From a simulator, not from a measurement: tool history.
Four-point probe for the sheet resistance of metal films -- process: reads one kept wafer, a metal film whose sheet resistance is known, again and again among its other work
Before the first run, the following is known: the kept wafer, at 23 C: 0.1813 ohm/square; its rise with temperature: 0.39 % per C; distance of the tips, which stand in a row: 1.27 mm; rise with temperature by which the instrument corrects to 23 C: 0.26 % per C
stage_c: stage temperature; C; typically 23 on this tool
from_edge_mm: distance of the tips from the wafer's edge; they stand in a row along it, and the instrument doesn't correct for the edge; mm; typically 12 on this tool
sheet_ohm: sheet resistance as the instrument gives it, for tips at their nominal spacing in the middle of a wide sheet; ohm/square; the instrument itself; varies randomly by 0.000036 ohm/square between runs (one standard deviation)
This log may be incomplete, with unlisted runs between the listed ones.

Run 1, hour 0: usual settings. Result: sheet_ohm 0.180347 ohm/square.
Run 2, hour 105.7: usual settings. Result: sheet_ohm 0.18032 ohm/square.
Run 3, hour 163.7: usual settings. Result: sheet_ohm 0.180243 ohm/square.
Run 4, hour 248.7: usual settings. Result: sheet_ohm 0.1802 ohm/square.
Run 5, hour 321.4: usual settings. Result: sheet_ohm 0.180182 ohm/square.
Run 6, hour 374.3: usual settings. Result: sheet_ohm 0.180166 ohm/square.
Run 7, hour 469.5: usual settings but stage_c 24 C, from_edge_mm 71 mm. Result: sheet_ohm 0.179296 ohm/square.
Run 8, hour 545.3: usual settings but stage_c 31 C, from_edge_mm 11 mm. Result: sheet_ohm 0.182067 ohm/square.
Run 9, hour 596.7: usual settings but from_edge_mm 6 mm. Result: sheet_ohm 0.183169 ohm/square.
Run 10, hour 643.9: usual settings but from_edge_mm 6 mm. Result: sheet_ohm 0.183094 ohm/square.
Run 11, hour 751.9: usual settings but stage_c 25 C, from_edge_mm 5 mm. Result: sheet_ohm 0.18528 ohm/square.

Below, some changes in sheet_ohm between adjacent runs. For each, the amount present without the hidden state too (settings, incoming material, random variation) and the amount remaining for the hidden state with gauge scatter not shared by both compared results:
Hidden state present: inner tips' distance over the nominal, %; tips' flats over new ones', %; wafer's true temperature over the reading, C; drift of the gauge itself on sheet_ohm, %.
Run 7 -> 8: stage_c 24 -> 31, from_edge_mm 71 -> 11. sheet_ohm +0.002771 ohm/square: hidden state -0.000074, all else +0.002845.
Run 10 -> 11: stage_c 23 -> 25, from_edge_mm 6 -> 5. sheet_ohm +0.002186 ohm/square: hidden state -0.000096, all else +0.002282.

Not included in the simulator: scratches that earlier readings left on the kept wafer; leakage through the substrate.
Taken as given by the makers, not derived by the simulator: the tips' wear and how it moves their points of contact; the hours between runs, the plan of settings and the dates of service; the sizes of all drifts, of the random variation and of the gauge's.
